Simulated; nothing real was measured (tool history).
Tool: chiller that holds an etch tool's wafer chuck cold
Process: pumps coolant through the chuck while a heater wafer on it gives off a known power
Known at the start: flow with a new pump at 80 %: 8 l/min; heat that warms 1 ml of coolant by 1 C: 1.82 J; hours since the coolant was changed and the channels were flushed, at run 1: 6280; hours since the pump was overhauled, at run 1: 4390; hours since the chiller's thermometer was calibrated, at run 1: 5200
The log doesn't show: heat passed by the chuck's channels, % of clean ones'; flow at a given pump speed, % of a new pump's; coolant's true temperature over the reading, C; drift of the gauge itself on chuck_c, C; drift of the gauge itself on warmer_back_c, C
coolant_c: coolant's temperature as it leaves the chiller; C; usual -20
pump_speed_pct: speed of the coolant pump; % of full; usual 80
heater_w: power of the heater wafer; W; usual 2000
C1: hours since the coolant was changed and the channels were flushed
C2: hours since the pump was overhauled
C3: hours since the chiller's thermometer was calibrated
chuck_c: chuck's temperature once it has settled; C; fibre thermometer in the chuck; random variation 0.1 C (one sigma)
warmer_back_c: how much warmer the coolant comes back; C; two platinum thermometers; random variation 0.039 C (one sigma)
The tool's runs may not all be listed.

Run 1, hour 0: usual settings; C1 6280; C2 4390; C3 5200. Result: chuck_c 1.3 C, warmer_back_c 8.66 C.
Run 2, hour 100.4: usual settings; C1 6380; C2 4490; C3 5300. Result: chuck_c 1.5 C, warmer_back_c 8.6 C.
Run 3, hour 258.2: usual settings; C1 6538; C2 4648; C3 5458. Result: chuck_c 1.4 C, warmer_back_c 8.57 C.
Run 4, hour 355.3: usual settings; C1 6635; C2 4745; C3 5555. Result: chuck_c 1.7 C, warmer_back_c 8.66 C.
Run 5, hour 467.7: usual settings but pump_speed_pct 63 % of full; C1 6748; C2 4857; C3 5667. Result: chuck_c 6.1 C, warmer_back_c 11.04 C.
Run 6, hour 567.1: usual settings but coolant_c -17 C; C1 6847; C2 4957; C3 5767. Result: chuck_c 4.7 C, warmer_back_c 8.77 C.
At hour 719.1: chiller's thermometer calibrated.
Run 7, hour 719.1: usual settings; C1 6998; C2 5108; C3 0. Result: chuck_c 1.2 C, warmer_back_c 8.72 C.
Run 8, hour 876: usual settings; C1 7155; C2 5265; C3 157. Result: chuck_c 1.2 C, warmer_back_c 8.69 C.
Run 9, hour 1033.4: usual settings but pump_speed_pct 71 % of full; C1 7312; C2 5422; C3 314. Result: chuck_c 3.3 C, warmer_back_c 9.81 C.
Run 10, hour 1138.7: usual settings but pump_speed_pct 71 % of full; C1 7418; C2 5527; C3 420. Result: chuck_c 3.3 C, warmer_back_c 9.84 C.
Run 11, hour 1340: usual settings but pump_speed_pct 71 % of full; C1 7619; C2 5729; C3 621. Result: chuck_c 3.5 C, warmer_back_c 9.81 C.
Run 12, hour 1463: usual settings; C1 7742; C2 5852; C3 744. Result: chuck_c 1.6 C, warmer_back_c 8.72 C.
Run 13, hour 1645.8: usual settings but heater_w 2134 W; C1 7925; C2 6034; C3 927. Result: chuck_c 3.1 C, warmer_back_c 9.28 C.
Run 14, hour 1756.4: usual settings but heater_w 2134 W; C1 8035; C2 6145; C3 1037. Result: chuck_c 2.9 C, warmer_back_c 9.35 C.
Run 15, hour 1885.5: usual settings but heater_w 2134 W; C1 8165; C2 6274; C3 1166. Result: chuck_c 3.1 C, warmer_back_c 9.3 C.
Run 16, hour 2044.3: usual settings but heater_w 2134 W; C1 8323; C2 6433; C3 1325. Result: chuck_c 3.1 C, warmer_back_c 9.34 C.
Run 17, hour 2241.9: usual settings; C1 8521; C2 6630; C3 1523. Result: chuck_c 1.7 C, warmer_back_c 8.86 C.
Run 18, hour 2386.2: usual settings; C1 8665; C2 6775; C3 1667. Result: chuck_c 2.1 C, warmer_back_c 8.79 C.
Run 19, hour 2549.2: usual settings; C1 8828; C2 6938; C3 1830. Result: chuck_c 2 C, warmer_back_c 8.89 C.
Run 20, hour 2734.2: usual settings but coolant_c -25 C, pump_speed_pct 66 % of full, heater_w 2040 W; C1 9013; C2 7123; C3 2015. Result: chuck_c 1.4 C, warmer_back_c 10.96 C.
Run 21, hour 2859.5: usual settings but coolant_c -19 C, pump_speed_pct 76 % of full, heater_w 2502 W; C1 9139; C2 7248; C3 2140. Result: chuck_c 9.7 C, warmer_back_c 11.73 C.
Run 22, hour 2944.2: usual settings but coolant_c -19 C, pump_speed_pct 76 % of full, heater_w 2502 W; C1 9223; C2 7333; C3 2225. Result: chuck_c 9.9 C, warmer_back_c 11.73 C.
Run 23, hour 3110.9: usual settings but coolant_c -15 C, heater_w 1020 W; C1 9390; C2 7500; C3 2392. Result: chuck_c -3.4 C, warmer_back_c 4.54 C.
Run 24, hour 3235: usual settings but coolant_c -15 C, pump_speed_pct 60 % of full, heater_w 1728 W; C1 9514; C2 7624; C3 2516. Result: chuck_c 9.5 C, warmer_back_c 10.31 C.
Run 25, hour 3329.3: usual settings but coolant_c -17 C, pump_speed_pct 67 % of full; C1 9608; C2 7718; C3 2610. Result: chuck_c 8.7 C, warmer_back_c 10.69 C.
Run 26, hour 3487.2: usual settings but coolant_c -17 C, pump_speed_pct 67 % of full; C1 9766; C2 7876; C3 2768. Result: chuck_c 9.2 C, warmer_back_c 10.67 C.
Run 27, hour 3672.6: usual settings but coolant_c -17 C, pump_speed_pct 67 % of full; C1 9952; C2 8061; C3 2953. Result: chuck_c 9 C, warmer_back_c 10.71 C.
Run 28, hour 3754.9: usual settings but coolant_c -23 C, pump_speed_pct 70 % of full, heater_w 2196 W; C1 10034; C2 8144; C3 3036. Result: chuck_c 4.6 C, warmer_back_c 11.3 C.
Run 29, hour 3952.5: usual settings but coolant_c -23 C, pump_speed_pct 70 % of full, heater_w 2196 W; C1 10232; C2 8341; C3 3233. Result: chuck_c 4.9 C, warmer_back_c 11.35 C.
Run 30, hour 4137.6: usual settings but coolant_c -15 C; C1 10417; C2 8526; C3 3418. Result: chuck_c 7.8 C, warmer_back_c 8.96 C.
Run 31, hour 4230.2: usual settings but coolant_c -24 C; C1 10509; C2 8619; C3 3511. Result: chuck_c -1.2 C, warmer_back_c 8.94 C.
Run 32, hour 4410.7: usual settings but coolant_c -15 C, pump_speed_pct 71 % of full, heater_w 1717 W; C1 10690; C2 8799; C3 3692. Result: chuck_c 6.8 C, warmer_back_c 8.73 C.
At hour 4491.1: coolant changed, channels flushed.
Run 33, hour 4602.7: usual settings but coolant_c -15 C, pump_speed_pct 71 % of full, heater_w 1717 W; C1 112; C2 8985; C3 3878. Result: chuck_c 4.9 C, warmer_back_c 8.74 C.

3 ways to go on from here, each from the tool as it stands after run 33. What would each give?
Run A, hour 4771.4: usual settings but pump_speed_pct 75 % of full; C1 280; C2 9154; C3 4046. Result: chuck_c ?, warmer_back_c ?.
Run B, hour 4771.4: usual settings but coolant_c -15 C, pump_speed_pct 61 % of full, heater_w 1325 W; C1 280; C2 9154; C3 4046. Result: chuck_c ?, warmer_back_c ?.
Run C, hour 4771.4: usual settings but heater_w 2143 W; C1 280; C2 9154; C3 4046. Result: chuck_c ?, warmer_back_c ?.

run  chuck_c  warmer_back_c
  A      2.2           9.65
  B      2.5           7.89
  C      2.6           9.68
Without the tool's hidden state the same runs would have given:
run  chuck_c  warmer_back_c
  A      0.1            8.8
  B      0.6           7.19
  C      0.4           8.82
